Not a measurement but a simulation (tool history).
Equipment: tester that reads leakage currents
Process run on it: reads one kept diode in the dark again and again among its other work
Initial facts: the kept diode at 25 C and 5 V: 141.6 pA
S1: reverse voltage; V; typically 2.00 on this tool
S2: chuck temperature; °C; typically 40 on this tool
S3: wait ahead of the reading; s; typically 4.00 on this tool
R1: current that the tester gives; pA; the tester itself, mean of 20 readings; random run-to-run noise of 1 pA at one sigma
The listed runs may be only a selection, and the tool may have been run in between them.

run,day,S1,S2,S3,R1
1,0.000,2.00,40,4.00,362.73
# day 5.029: chuck's temperature calibrated
2,7.479,2.00,50,4.00,809.03
3,12.721,2.00,50,4.00,814.81
4,19.796,2.00,50,4.00,820.32
5,27.300,2.00,50,4.00,829.57
# day 30.642: chuck's temperature calibrated, once more
6,31.417,2.00,50,4.00,715.39
7,36.667,2.00,50,4.00,724.73
# day 39.421: probe card cleaned and baked
8,44.721,2.00,23,4.00,81.57
9,52.571,2.00,23,4.00,82.93
10,59.654,11.98,40,4.00,739.60
11,66.933,6.46,40,4.00,573.33
12,74.167,5.91,40,4.00,554.09
13,80.196,2.00,40,1.70,350.13
14,87.808,2.00,40,1.70,354.51
15,92.733,2.00,40,1.70,354.13
16,96.462,5.82,55,3.59,1738.86
17,102.092,2.00,27,9.41,125.48
# day 107.067: chuck's temperature calibrated
18,108.550,2.92,24,9.41,108.64
19,116.233,12.60,40,1.41,757.26
20,123.879,4.82,25,0.35,153.56
# day 128.967: probe card cleaned and baked
21,130.467,9.54,44,0.43,903.32
22,137.879,3.91,44,4.00,623.19
23,145.112,8.44,53,6.30,1700.60
24,148.654,2.70,48,0.65,731.22
25,155.017,2.70,48,0.65,728.15
26,161.704,2.70,40,0.65,400.86
27,165.704,6.84,40,3.53,602.06
28,172.838,2.00,24,1.52,96.44
29,179.775,2.00,24,1.52,96.97

Each row is a separate what-if for the run after 29, all from the same tool condition, not one after another. Results?
# day 183.146: chuck's temperature calibrated
A,186.412,12.58,60,4.33,?
# day 183.146: chuck's temperature calibrated
B,186.412,3.80,22,2.21,?
# day 183.146: chuck's temperature calibrated
C,186.412,2.00,51,0.74,?

run,R1
A,3245.66
B,102.92
C,776.76
Had the tool no hidden state, the same runs would have come out as:
run,R1
A,3211.09
B,96.97
C,770.20

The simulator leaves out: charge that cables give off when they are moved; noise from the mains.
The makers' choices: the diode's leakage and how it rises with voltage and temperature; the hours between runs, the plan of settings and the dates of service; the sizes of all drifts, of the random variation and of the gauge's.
